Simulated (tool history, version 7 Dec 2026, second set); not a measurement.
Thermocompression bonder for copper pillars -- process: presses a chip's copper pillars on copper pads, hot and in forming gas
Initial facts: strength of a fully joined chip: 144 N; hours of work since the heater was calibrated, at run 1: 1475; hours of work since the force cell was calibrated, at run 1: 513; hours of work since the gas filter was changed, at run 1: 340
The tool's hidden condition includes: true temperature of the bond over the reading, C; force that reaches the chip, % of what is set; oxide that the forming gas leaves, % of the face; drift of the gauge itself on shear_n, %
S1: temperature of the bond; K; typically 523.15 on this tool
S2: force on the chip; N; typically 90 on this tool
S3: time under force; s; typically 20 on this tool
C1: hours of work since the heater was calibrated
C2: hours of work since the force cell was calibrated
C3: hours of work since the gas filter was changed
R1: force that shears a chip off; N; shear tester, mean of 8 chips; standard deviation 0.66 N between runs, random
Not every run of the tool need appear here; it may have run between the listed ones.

run   hour      S1  S2  S3    C1   C2   C3    R1
  1    0.0  523.15  90  20  1475  513  340  69.5
  2   42.2  523.15  90  20  1502  540  367  69.7
      53.6  -- heater calibrated with a thermocouple chip
  3   76.4  523.15  90  20    14  560  387  58.8
  4  112.0  523.15  90  20    37  583  410  58.9
     136.6  -- forming gas filter changed
  5  143.8  523.15  90  20    57  602    5  66.3
  6  183.2  523.15  90  20    82  628   30  65.1
  7  233.7  523.15  80  12   114  660   62  47.7
  8  290.4  509.15  75  12   150  696   98  35.3
  9  316.7  499.15  75  49   167  712  114  52.6
 10  341.0  523.15  66  15   182  728  130  42.3
 11  369.6  499.15  86  49   200  746  148  61.2

Below, each run's measurement less what the same run would have read without the hidden state. Both values contain the same run-to-run variation, but the gauge's scatter may not be the same in both:
run    R1
  1  +4.8
  2  +4.6
  3  -5.0
  4  -5.1
  5  +1.6
  6  +1.3
  7  +1.1
  8  +0.7
  9  +0.9
 10  +0.8
 11  +0.8

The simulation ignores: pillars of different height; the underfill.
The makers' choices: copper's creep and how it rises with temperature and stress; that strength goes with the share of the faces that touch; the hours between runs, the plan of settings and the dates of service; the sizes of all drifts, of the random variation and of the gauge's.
